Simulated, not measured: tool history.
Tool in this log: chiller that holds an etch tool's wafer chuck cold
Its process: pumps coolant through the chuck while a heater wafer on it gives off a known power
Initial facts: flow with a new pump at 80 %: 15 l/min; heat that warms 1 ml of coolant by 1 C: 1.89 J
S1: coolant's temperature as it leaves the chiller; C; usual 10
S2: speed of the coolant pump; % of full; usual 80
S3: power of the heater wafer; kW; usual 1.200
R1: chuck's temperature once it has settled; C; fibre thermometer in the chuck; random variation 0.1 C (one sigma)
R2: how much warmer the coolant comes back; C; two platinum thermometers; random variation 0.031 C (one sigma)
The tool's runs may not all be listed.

{"run": 1, "hour": 0.0, "S1": 10, "S2": 80, "S3": 1.2, "R1": 17.1, "R2": 2.55}
{"run": 2, "hour": 119.0, "S1": 10, "S2": 80, "S3": 1.2, "R1": 17.1, "R2": 2.56}
{"run": 3, "hour": 288.1, "S1": 10, "S2": 80, "S3": 1.638, "R1": 19.7, "R2": 3.52}
{"run": 4, "hour": 463.2, "S1": 12, "S2": 80, "S3": 1.638, "R1": 21.8, "R2": 3.55}
{"run": 5, "hour": 559.6, "S1": 12, "S2": 80, "S3": 1.638, "R1": 21.6, "R2": 3.6}
{"run": 6, "hour": 675.6, "S1": 12, "S2": 80, "S3": 1.638, "R1": 21.6, "R2": 3.57}
{"run": 7, "hour": 775.0, "S1": 12, "S2": 80, "S3": 1.638, "R1": 21.7, "R2": 3.61}
{"run": 8, "hour": 864.9, "S1": 12, "S2": 80, "S3": 1.638, "R1": 21.8, "R2": 3.6}
{"run": 9, "hour": 1043.1, "S1": 12, "S2": 80, "S3": 1.638, "R1": 21.8, "R2": 3.66}
{"run": 10, "hour": 1182.6, "S1": 10, "S2": 80, "S3": 1.2, "R1": 17.2, "R2": 2.71}
{"run": 11, "hour": 1302.8, "S1": 10, "S2": 80, "S3": 1.2, "R1": 17.0, "R2": 2.78}
{"run": 12, "hour": 1396.8, "S1": 10, "S2": 86, "S3": 1.2, "R1": 16.6, "R2": 2.58}
{"run": 13, "hour": 1542.6, "S1": 10, "S2": 86, "S3": 1.2, "R1": 16.7, "R2": 2.62}
{"run": 14, "hour": 1688.5, "S1": 10, "S2": 80, "S3": 1.2, "R1": 17.2, "R2": 2.81}
{"run": 15, "hour": 1825.2, "S1": 10, "S2": 80, "S3": 1.2, "R1": 17.1, "R2": 2.81}
{"run": 16, "hour": 1963.3, "S1": 10, "S2": 80, "S3": 1.2, "R1": 17.2, "R2": 2.85}
{"run": 17, "hour": 2038.4, "S1": 10, "S2": 80, "S3": 1.2, "R1": 16.9, "R2": 2.83}
{"hour": 2210.8, "done": "gauge calibrated"}
{"run": 18, "hour": 2210.8, "S1": 10, "S2": 80, "S3": 1.2, "R1": 17.3, "R2": 2.48}
{"run": 19, "hour": 2336.3, "S1": 10, "S2": 82, "S3": 0.829, "R1": 14.9, "R2": 1.7}
{"run": 20, "hour": 2507.6, "S1": 10, "S2": 68, "S3": 1.608, "R1": 20.9, "R2": 4.13}
{"run": 21, "hour": 2612.9, "S1": 8, "S2": 81, "S3": 0.98, "R1": 13.6, "R2": 2.16}
{"run": 22, "hour": 2729.6, "S1": 4, "S2": 73, "S3": 0.819, "R1": 9.2, "R2": 2.04}
{"run": 23, "hour": 2855.0, "S1": 4, "S2": 73, "S3": 0.745, "R1": 8.7, "R2": 1.8}
{"run": 24, "hour": 3037.5, "S1": 4, "S2": 73, "S3": 0.745, "R1": 8.8, "R2": 1.9}

Run 25 comes next. What will it give?
{"run": 25, "hour": 3210.9, "S1": 9, "S2": 84, "S3": 1.2, "R1": "?", "R2": "?"}

{"run 25": {"R1": 15.9, "R2": 2.55}}
Were there no unlogged condition in the tool, this run, its random variation unchanged, would have produced R1 15.9 C, R2 2.40 C.

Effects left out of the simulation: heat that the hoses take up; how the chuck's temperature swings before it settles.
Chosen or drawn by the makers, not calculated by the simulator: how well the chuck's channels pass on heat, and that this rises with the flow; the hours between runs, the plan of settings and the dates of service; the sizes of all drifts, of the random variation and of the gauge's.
